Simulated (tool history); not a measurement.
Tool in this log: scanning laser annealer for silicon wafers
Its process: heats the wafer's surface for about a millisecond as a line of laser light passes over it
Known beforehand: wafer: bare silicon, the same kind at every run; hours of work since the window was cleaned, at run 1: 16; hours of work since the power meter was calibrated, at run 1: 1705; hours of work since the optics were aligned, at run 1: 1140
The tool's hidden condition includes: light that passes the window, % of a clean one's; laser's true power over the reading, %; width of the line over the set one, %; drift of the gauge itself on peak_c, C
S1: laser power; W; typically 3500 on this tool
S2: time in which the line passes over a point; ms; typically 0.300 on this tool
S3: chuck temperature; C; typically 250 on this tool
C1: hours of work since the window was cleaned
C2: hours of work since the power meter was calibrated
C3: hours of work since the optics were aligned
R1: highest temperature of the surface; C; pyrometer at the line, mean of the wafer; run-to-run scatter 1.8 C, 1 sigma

run	day	S1	S2	S3	C1	C2	C3	R1
1	0.000	3500	0.300	250	16	1705	1140	980
2	3.350	3500	0.300	250	59	1748	1184	985
3	6.883	3500	0.300	250	105	1794	1229	985
4	10.296	3500	0.300	250	149	1838	1273	981
5	11.942	3500	0.252	250	170	1859	1294	921
6	13.871	3500	0.300	250	195	1884	1319	981
7	16.758	3500	0.300	250	232	1921	1357	981
8	19.675	3500	0.327	250	270	1959	1394	1011
9	22.683	3500	0.327	250	309	1997	1433	1014
10	24.758	3500	0.327	250	336	2024	1460	1014
11	27.467	3500	0.327	250	371	2059	1495	1010
12	31.017	3234	0.300	250	416	2105	1541	921
13	33.254	3234	0.300	250	445	2134	1570	924
14	36.250	3500	0.300	222	484	2172	1608	957
15	38.012	3500	0.300	222	507	2195	1631	956
16	39.642	3500	0.300	222	528	2216	1652	954
17	41.742	3808	0.372	258	555	2243	1679	1146
18	43.254	3500	0.329	251	574	2263	1699	1015
19	46.771	3500	0.329	251	620	2308	1744	1015
20	48.812	3372	0.284	219	646	2335	1770	902
21	51.483	3478	0.252	217	680	2369	1805	886
22	53.762	3478	0.252	217	710	2399	1834	885
23	55.754	3129	0.300	262	736	2424	1860	909
24	58.275	3129	0.300	262	768	2457	1892	911
25	61.358	3129	0.300	262	808	2497	1932	909
# day 62.071: optics aligned, line set to its width
# day 63.542: window over the wafer cleaned
26	64.192	3831	0.213	253	8	2529	26	944
27	66.512	3831	0.213	253	38	2559	56	943
28	69.850	3690	0.280	270	81	2602	99	1020
29	72.588	3690	0.276	270	117	2638	135	1018

Predict each of these 4 candidate next runs independently; none follows another, all start after run 29:
A	74.108	3500	0.253	250	136	2657	154	?
B	74.108	3671	0.227	244	136	2657	154	?
C	74.108	3500	0.300	246	136	2657	154	?
D	74.108	3690	0.276	267	136	2657	154	?

run	R1
A	926
B	921
C	981
D	1017
What these runs would have given with no unlogged condition in the tool:
run	R1
A	927
B	922
C	981
D	1017
